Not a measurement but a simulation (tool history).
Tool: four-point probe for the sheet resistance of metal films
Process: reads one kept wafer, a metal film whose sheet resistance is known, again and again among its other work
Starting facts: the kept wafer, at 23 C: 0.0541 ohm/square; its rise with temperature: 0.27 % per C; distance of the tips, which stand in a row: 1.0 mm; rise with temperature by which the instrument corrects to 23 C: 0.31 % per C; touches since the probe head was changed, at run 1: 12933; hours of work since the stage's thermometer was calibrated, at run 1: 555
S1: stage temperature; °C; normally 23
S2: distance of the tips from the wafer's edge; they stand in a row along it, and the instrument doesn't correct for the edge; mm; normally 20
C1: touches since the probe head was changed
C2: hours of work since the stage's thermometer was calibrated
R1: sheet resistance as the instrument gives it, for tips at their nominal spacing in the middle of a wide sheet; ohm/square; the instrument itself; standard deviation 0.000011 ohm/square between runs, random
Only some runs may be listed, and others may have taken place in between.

run,day,S1,S2,C1,C2,R1
1,0.000,23,20,12933,555,0.054172
2,0.479,23,20,13266,564,0.054153
3,1.312,23,20,13847,579,0.054190
4,2.375,23,20,14586,599,0.054176
5,2.908,23,38,14956,608,0.054109
6,3.433,23,20,15322,618,0.054168
7,4.504,23,20,16067,637,0.054194
8,5.550,23,20,16793,657,0.054157
9,6.650,23,20,17556,677,0.054165
10,7.462,18,25,18123,692,0.054249
11,7.975,19,10,18479,701,0.054475
12,8.504,19,10,18848,711,0.054478
13,9.000,19,10,19192,720,0.054474
14,9.508,19,10,19546,729,0.054467
15,10.308,19,10,20101,744,0.054476
16,10.792,19,10,20439,753,0.054498
17,11.821,24,15,21153,771,0.054213

Consider 4 possible next runs. They are alternatives, not a sequence: every one starts from the tool as it was left by run 17. What does each give?
A,12.812,24,5,21843,790,?
B,12.812,34,20,21843,790,?
C,12.812,25,5,21843,790,?
D,12.812,23,18,21843,790,?

run,R1
A,0.055229
B,0.053952
C,0.055187
D,0.054195
With the hidden condition removed and each run's random variation left untouched, the same runs would have given:
run,R1
A,0.055230
B,0.053954
C,0.055189
D,0.054197

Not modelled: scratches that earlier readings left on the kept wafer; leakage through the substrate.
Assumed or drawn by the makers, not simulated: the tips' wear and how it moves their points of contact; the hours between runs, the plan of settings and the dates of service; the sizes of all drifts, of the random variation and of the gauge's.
